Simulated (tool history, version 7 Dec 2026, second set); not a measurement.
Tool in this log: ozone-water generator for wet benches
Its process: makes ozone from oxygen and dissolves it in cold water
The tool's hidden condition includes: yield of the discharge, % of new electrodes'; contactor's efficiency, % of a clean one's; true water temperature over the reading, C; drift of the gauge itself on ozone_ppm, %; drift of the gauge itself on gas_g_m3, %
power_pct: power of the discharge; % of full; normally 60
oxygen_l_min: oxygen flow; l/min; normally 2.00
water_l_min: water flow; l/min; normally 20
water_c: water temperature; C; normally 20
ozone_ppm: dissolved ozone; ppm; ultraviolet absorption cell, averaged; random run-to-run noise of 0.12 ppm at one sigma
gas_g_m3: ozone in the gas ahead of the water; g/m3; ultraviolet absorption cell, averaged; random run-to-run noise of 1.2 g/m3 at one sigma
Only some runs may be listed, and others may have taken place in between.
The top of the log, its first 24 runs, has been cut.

run,hour,power_pct,oxygen_l_min,water_l_min,water_c,hours of work since the electrodes were changed,hours of work since the contactor was cleaned,hours of work since the thermometer was calibrated,ozone_ppm,gas_g_m3
25,775.4,64,2.49,16,22,1467,3427,76,12.9,208.2
26,797.9,64,2.49,16,22,1485,3444,93,13.1,210.4
27,834.4,64,2.49,16,22,1513,3473,122,12.9,212.0
28,851.5,64,2.49,16,22,1527,3486,135,13.1,210.3
29,880.2,64,2.49,16,22,1549,3509,158,12.9,207.8
30,899.1,64,2.49,16,22,1564,3524,173,12.8,210.1
31,917.8,64,2.49,16,22,1579,3538,187,12.9,209.9
32,938.9,65,2.49,16,13,1595,3555,204,14.3,212.6
33,980.1,48,2.52,20,20,1628,3587,236,8.3,160.3
34,997.3,65,3.41,29,13,1641,3601,250,9.1,183.5

Branching from run 34: 3 alternative next runs. What would each branch give?
A,1015.5,60,1.27,20,20,1655,3615,264,?,?
B,1015.5,65,3.41,29,24,1655,3615,264,?,?
C,1015.5,65,3.41,29,24,1655,3615,264,?,?

run,ozone_ppm,gas_g_m3
A,8.2,271.4
B,8.1,183.8
C,8.2,184.5
Without the tool's hidden state the same runs would have given:
run,ozone_ppm,gas_g_m3
A,8.7,274.9
B,8.6,186.4
C,8.7,187.1

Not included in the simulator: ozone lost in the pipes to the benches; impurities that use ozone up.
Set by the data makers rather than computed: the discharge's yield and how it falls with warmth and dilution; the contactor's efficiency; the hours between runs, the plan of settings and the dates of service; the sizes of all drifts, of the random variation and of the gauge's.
